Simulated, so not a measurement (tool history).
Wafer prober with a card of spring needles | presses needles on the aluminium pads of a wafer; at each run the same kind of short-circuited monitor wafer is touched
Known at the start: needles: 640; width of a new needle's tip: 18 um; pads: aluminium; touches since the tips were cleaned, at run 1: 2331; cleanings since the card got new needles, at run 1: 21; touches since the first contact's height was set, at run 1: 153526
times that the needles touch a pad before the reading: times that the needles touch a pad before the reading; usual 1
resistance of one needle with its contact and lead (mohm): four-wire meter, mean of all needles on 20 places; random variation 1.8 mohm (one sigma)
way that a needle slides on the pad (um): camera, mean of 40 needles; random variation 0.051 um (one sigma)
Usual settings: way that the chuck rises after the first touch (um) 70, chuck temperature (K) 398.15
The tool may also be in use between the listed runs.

| run | hour | way that the chuck rises after the first touch (um) | chuck temperature (K) | times that the needles touch a pad before the reading | touches since the tips were cleaned | cleanings since the card got new needles | touches since the first contact's height was set | resistance of one needle with its contact and lead (mohm) | way that a needle slides on the pad (um) |
|---|---|---|---|---|---|---|---|---|---|
| 1 | 0.0 | 70 | 398.15 | 1 | 2331 | 21 | 153526 | 206 | 14.16 |
|  | 6.4 | height of the first contact set anew |
| 2 | 8.9 | 70 | 398.15 | 1 | 6028 | 21 | 1069 | 211 | 14.69 |
|  | 10.0 | tips cleaned on abrasive film |
| 3 | 18.6 | 70 | 398.15 | 1 | 3674 | 22 | 5165 | 230 | 14.68 |
|  | 25.1 | tips cleaned on abrasive film |
| 4 | 26.8 | 70 | 398.15 | 1 | 709 | 23 | 8633 | 201 | 14.67 |
| 5 | 32.8 | 70 | 398.15 | 1 | 3300 | 23 | 11224 | 209 | 14.68 |
|  | 40.2 | tips cleaned on abrasive film |
| 6 | 46.2 | 70 | 398.15 | 1 | 2561 | 24 | 16895 | 205 | 14.58 |
|  | 56.1 | tips cleaned on abrasive film |
| 7 | 58.2 | 70 | 398.15 | 1 | 889 | 25 | 21988 | 200 | 14.68 |
| 8 | 67.8 | 70 | 398.15 | 1 | 5024 | 25 | 26123 | 212 | 14.66 |
|  | 71.9 | tips cleaned on abrasive film |
| 9 | 81.2 | 70 | 398.15 | 1 | 3952 | 26 | 31799 | 212 | 14.59 |
|  | 87.2 | tips cleaned on abrasive film, once more |
| 10 | 89.2 | 70 | 398.15 | 1 | 831 | 27 | 35191 | 200 | 14.57 |
| 11 | 101.4 | 70 | 298.15 | 1 | 6072 | 27 | 40432 | 200 | 14.69 |
|  | 102.3 | tips cleaned on abrasive film |
| 12 | 110.7 | 70 | 298.15 | 1 | 3581 | 28 | 44361 | 193 | 14.58 |
| 13 | 116.9 | 70 | 298.15 | 1 | 6230 | 28 | 47010 | 195 | 14.54 |
|  | 118.0 | tips cleaned on abrasive film |
| 14 | 128.5 | 86 | 398.15 | 1 | 4484 | 29 | 51934 | 201 | 17.92 |
|  | 133.3 | tips cleaned on abrasive film |
| 15 | 136.3 | 70 | 311.15 | 1 | 1313 | 30 | 55259 | 182 | 14.61 |
| 16 | 146.5 | 70 | 311.15 | 1 | 5685 | 30 | 59631 | 202 | 14.54 |
|  | 148.4 | tips cleaned on abrasive film |
| 17 | 154.9 | 70 | 398.15 | 1 | 2770 | 31 | 63179 | 207 | 14.50 |
|  | 164.2 | tips cleaned on abrasive film |
| 18 | 168.2 | 70 | 398.15 | 1 | 1738 | 32 | 68842 | 204 | 14.46 |
| 19 | 174.1 | 70 | 398.15 | 1 | 4249 | 32 | 71353 | 216 | 14.40 |
|  | 179.2 | tips cleaned on abrasive film |
| 20 | 180.6 | 51 | 398.15 | 1 | 573 | 33 | 74083 | 208 | 10.45 |
| 21 | 188.0 | 58 | 320.15 | 1 | 3769 | 33 | 77279 | 210 | 11.86 |
|  | 194.5 | tips cleaned on abrasive film |
| 22 | 199.4 | 58 | 320.15 | 1 | 2080 | 34 | 82108 | 196 | 12.03 |
| 23 | 208.0 | 58 | 320.15 | 1 | 5766 | 34 | 85794 | 217 | 11.91 |
|  | 209.7 | tips cleaned on abrasive film |
| 24 | 220.0 | 53 | 328.15 | 2 | 4398 | 35 | 90891 | 204 | 10.82 |
|  | 224.7 | tips cleaned on abrasive film |
| 25 | 226.1 | 53 | 328.15 | 2 | 584 | 36 | 93462 | 190 | 10.76 |
| 26 | 238.9 | 53 | 328.15 | 2 | 6048 | 36 | 98926 | 209 | 10.80 |
|  | 240.2 | tips cleaned on abrasive film |
| 27 | 248.2 | 62 | 301.15 | 2 | 3465 | 37 | 102908 | 188 | 12.75 |
|  | 255.4 | tips cleaned on abrasive film |
| 28 | 259.4 | 62 | 301.15 | 2 | 1709 | 38 | 107624 | 187 | 12.73 |
| 29 | 268.7 | 62 | 301.15 | 2 | 5702 | 38 | 111617 | 194 | 12.76 |
|  | 271.1 | tips cleaned on abrasive film |
| 30 | 282.1 | 62 | 301.15 | 2 | 4741 | 39 | 117341 | 192 | 12.72 |
|  | 286.3 | tips cleaned on abrasive film |
| 31 | 293.9 | 59 | 310.15 | 2 | 3252 | 40 | 122333 | 196 | 11.94 |
|  | 301.9 | tips cleaned on abrasive film |
| 32 | 304.3 | 59 | 310.15 | 2 | 1031 | 41 | 126752 | 185 | 12.05 |
| 33 | 310.2 | 75 | 371.15 | 2 | 3561 | 41 | 129282 | 193 | 15.28 |

Some steps in resistance of one needle with its contact and lead (mohm) between neighbouring runs. How much of each would the tool show without its hidden state too (settings, what came in, random variation), and how much is left for the hidden state, with any gauge scatter that isn't in both results?
The hidden state here: debris on the tips, nm; way that the needles fall short of the set height, um; tips' diameter, um; drift of the gauge itself on contact_mohm, %; drift of the gauge itself on scrub_um, %.
Run 3 -> 4: tips cleaned on abrasive film. resistance of one needle with its contact and lead (mohm) -29: hidden state -28, all else -1.
Run 10 -> 11: chuck temperature (K) 398.15 -> 298.15. resistance of one needle with its contact and lead (mohm) +0: hidden state +20, all else -20.
Run 22 -> 23: no setting changed, nothing entered. resistance of one needle with its contact and lead (mohm) +21: hidden state +18, all else +3.
Run 25 -> 26: no setting changed, nothing entered. resistance of one needle with its contact and lead (mohm) +19: hidden state +21, all else -2.
Run 26 -> 27: way that the chuck rises after the first touch (um) 53 -> 62, chuck temperature (K) 328.15 -> 301.15, tips cleaned on abrasive film. resistance of one needle with its contact and lead (mohm) -21: hidden state -11, all else -10.

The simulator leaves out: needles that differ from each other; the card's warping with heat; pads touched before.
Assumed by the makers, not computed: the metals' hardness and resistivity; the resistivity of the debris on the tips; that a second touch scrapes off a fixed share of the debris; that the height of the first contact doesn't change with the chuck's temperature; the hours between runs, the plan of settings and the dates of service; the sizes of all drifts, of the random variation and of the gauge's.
